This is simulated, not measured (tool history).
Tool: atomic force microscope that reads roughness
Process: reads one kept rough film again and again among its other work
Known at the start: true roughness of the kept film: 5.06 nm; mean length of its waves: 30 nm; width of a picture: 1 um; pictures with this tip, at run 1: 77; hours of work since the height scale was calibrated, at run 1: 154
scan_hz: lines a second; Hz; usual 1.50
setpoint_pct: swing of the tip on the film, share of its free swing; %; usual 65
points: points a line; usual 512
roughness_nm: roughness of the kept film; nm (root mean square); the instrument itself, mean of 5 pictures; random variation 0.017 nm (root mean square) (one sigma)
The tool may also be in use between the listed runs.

| run | hour | scan_hz | setpoint_pct | points | pictures with this tip | hours of work since the height scale was calibrated | roughness_nm |
|---|---|---|---|---|---|---|---|
| 1 | 0.0 | 1.50 | 65 | 512 | 77 | 154 | 4.217 |
| 2 | 33.8 | 1.50 | 65 | 512 | 129 | 176 | 4.186 |
| 3 | 78.6 | 1.50 | 65 | 512 | 197 | 205 | 4.200 |
|  | 103.1 | new tip fitted |
| 4 | 130.0 | 1.50 | 72 | 512 | 41 | 238 | 4.142 |
| 5 | 162.2 | 1.50 | 72 | 512 | 91 | 258 | 4.135 |
| 6 | 190.3 | 1.50 | 69 | 512 | 133 | 276 | 4.140 |
| 7 | 223.1 | 1.50 | 69 | 512 | 184 | 298 | 4.161 |
|  | 258.2 | new tip fitted |
| 8 | 266.2 | 1.50 | 69 | 512 | 12 | 325 | 4.184 |
| 9 | 289.2 | 1.50 | 69 | 384 | 47 | 340 | 4.116 |
| 10 | 343.1 | 1.50 | 65 | 512 | 130 | 375 | 4.202 |
| 11 | 396.6 | 1.50 | 65 | 829 | 211 | 409 | 4.195 |
|  | 412.3 | new tip fitted |
| 12 | 433.8 | 1.50 | 65 | 829 | 33 | 433 | 4.233 |
| 13 | 489.1 | 1.50 | 65 | 829 | 118 | 468 | 4.192 |
| 14 | 530.0 | 1.50 | 65 | 829 | 181 | 495 | 4.211 |
| 15 | 553.1 | 1.50 | 65 | 829 | 216 | 509 | 4.189 |
|  | 566.1 | new tip fitted |
| 16 | 604.5 | 1.50 | 65 | 829 | 59 | 542 | 4.218 |
| 17 | 642.7 | 1.50 | 65 | 972 | 117 | 567 | 4.219 |
| 18 | 666.8 | 1.50 | 65 | 972 | 154 | 582 | 4.194 |
| 19 | 693.4 | 1.50 | 65 | 972 | 195 | 599 | 4.213 |
|  | 720.2 | new tip fitted |
| 20 | 730.6 | 1.50 | 65 | 512 | 16 | 623 | 4.175 |
| 21 | 776.7 | 1.50 | 65 | 512 | 86 | 653 | 4.177 |
| 22 | 807.4 | 1.50 | 65 | 512 | 133 | 672 | 4.211 |
| 23 | 846.1 | 1.50 | 70 | 512 | 192 | 697 | 4.136 |
|  | 876.2 | new tip fitted |
| 24 | 876.2 | 1.50 | 82 | 512 | 0 | 716 | 3.999 |
| 25 | 914.7 | 1.50 | 66 | 541 | 59 | 741 | 4.158 |
| 26 | 949.0 | 3.44 | 65 | 394 | 111 | 763 | 4.022 |
| 27 | 1001.8 | 3.44 | 65 | 394 | 192 | 797 | 4.024 |
| 28 | 1027.3 | 0.88 | 57 | 485 | 231 | 814 | 4.257 |
|  | 1030.3 | new tip fitted |
| 29 | 1060.5 | 1.08 | 86 | 696 | 46 | 835 | 4.044 |
| 30 | 1088.9 | 1.08 | 86 | 696 | 89 | 853 | 4.027 |
| 31 | 1126.0 | 3.22 | 60 | 267 | 146 | 877 | 4.071 |
| 32 | 1173.9 | 3.22 | 60 | 267 | 219 | 908 | 4.050 |
|  | 1183.3 | new tip fitted |
| 33 | 1205.2 | 3.81 | 60 | 267 | 33 | 928 | 4.007 |
| 34 | 1252.7 | 0.61 | 67 | 454 | 106 | 958 | 4.282 |
| 35 | 1277.2 | 0.61 | 67 | 454 | 144 | 974 | 4.263 |

The next listed run, before its measurement:
| 36 | 1307.0 | 2.34 | 65 | 512 | 189 | 993 | ? |

Run 36 gave roughness_nm 4.113 nm (root mean square).
Without the tool's hidden state the same run would have given roughness_nm 4.127 nm (root mean square).

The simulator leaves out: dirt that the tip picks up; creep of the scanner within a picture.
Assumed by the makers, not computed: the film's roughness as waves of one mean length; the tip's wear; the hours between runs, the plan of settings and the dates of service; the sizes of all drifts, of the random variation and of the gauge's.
